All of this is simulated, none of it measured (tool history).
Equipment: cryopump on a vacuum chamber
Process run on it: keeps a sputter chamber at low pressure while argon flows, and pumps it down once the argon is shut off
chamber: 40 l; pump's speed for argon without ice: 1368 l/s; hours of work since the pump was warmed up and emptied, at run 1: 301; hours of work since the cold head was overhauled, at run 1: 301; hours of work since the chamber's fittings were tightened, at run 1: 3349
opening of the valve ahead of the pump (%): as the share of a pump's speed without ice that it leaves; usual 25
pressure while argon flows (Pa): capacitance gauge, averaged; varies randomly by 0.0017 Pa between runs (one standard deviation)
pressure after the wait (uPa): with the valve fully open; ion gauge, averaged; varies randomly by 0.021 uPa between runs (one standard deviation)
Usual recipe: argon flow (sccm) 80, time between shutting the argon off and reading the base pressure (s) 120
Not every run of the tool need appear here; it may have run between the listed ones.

| run | hour | argon flow (sccm) | time between shutting the argon off and reading the base pressure (s) | opening of the valve ahead of the pump (%) | hours of work since the pump was warmed up and emptied | hours of work since the cold head was overhauled | hours of work since the chamber's fittings were tightened | pressure while argon flows (Pa) | pressure after the wait (uPa) |
|---|---|---|---|---|---|---|---|---|---|
| 1 | 0.0 | 80 | 120 | 25 | 301 | 301 | 3349 | 0.4086 | 3.13 |
| 2 | 36.5 | 80 | 120 | 25 | 329 | 329 | 3377 | 0.4133 | 3.14 |
| 3 | 71.4 | 80 | 120 | 25 | 356 | 356 | 3404 | 0.4111 | 3.15 |
| 4 | 95.5 | 80 | 110 | 25 | 375 | 375 | 3422 | 0.4126 | 3.23 |
| 5 | 124.2 | 80 | 110 | 25 | 396 | 396 | 3444 | 0.4145 | 3.26 |
| 6 | 164.2 | 80 | 120 | 25 | 427 | 427 | 3475 | 0.4105 | 3.30 |
| 7 | 193.0 | 80 | 120 | 25 | 449 | 449 | 3497 | 0.4147 | 3.28 |
| 8 | 225.4 | 80 | 220 | 25 | 474 | 474 | 3522 | 0.4184 | 3.29 |
| 9 | 255.3 | 97 | 120 | 25 | 497 | 497 | 3545 | 0.5075 | 3.49 |
| 10 | 291.6 | 97 | 120 | 25 | 524 | 524 | 3572 | 0.5087 | 3.61 |
| 11 | 314.3 | 97 | 120 | 25 | 542 | 542 | 3590 | 0.5108 | 3.64 |
| 12 | 348.1 | 97 | 120 | 25 | 568 | 568 | 3615 | 0.5166 | 3.67 |
| 13 | 384.9 | 85 | 44 | 44 | 596 | 596 | 3644 | 0.2713 | 4.12 |
| 14 | 434.7 | 80 | 173 | 25 | 634 | 634 | 3682 | 0.4253 | 3.86 |
| 15 | 456.0 | 67 | 120 | 19 | 650 | 650 | 3698 | 0.4632 | 3.89 |
| 16 | 494.4 | 80 | 59 | 16 | 679 | 679 | 3727 | 0.6522 | 4.27 |
| 17 | 527.4 | 80 | 59 | 16 | 705 | 705 | 3753 | 0.6550 | 4.22 |
| 18 | 578.6 | 80 | 59 | 16 | 744 | 744 | 3792 | 0.6597 | 4.42 |
| 19 | 621.8 | 80 | 59 | 16 | 777 | 777 | 3825 | 0.6611 | 4.37 |
|  | 650.7 | pump warmed up, emptied and cooled again |
| 20 | 657.1 | 80 | 59 | 16 | 5 | 800 | 3848 | 0.6188 | 3.17 |
| 21 | 692.2 | 137 | 59 | 16 | 32 | 827 | 3875 | 1.0676 | 3.34 |

Hidden state at the last listed run before each entry between runs and at the first one after, where it differs:
Between runs 19 and 20: pump warmed up, emptied and cooled again (hour 650.7)
  pump's speed, % of a pump's without ice: 70.3 -> 99.7; cold plate's temperature, K: 12.71 -> 12.73; leak into the chamber, uPa l/s: 3853 -> 3873
  the result without the hidden state subtracted from the measured one, pressure while argon flows (Pa): +0.0437 -> +0.0017; pressure after the wait (uPa): +3.76 -> +2.56
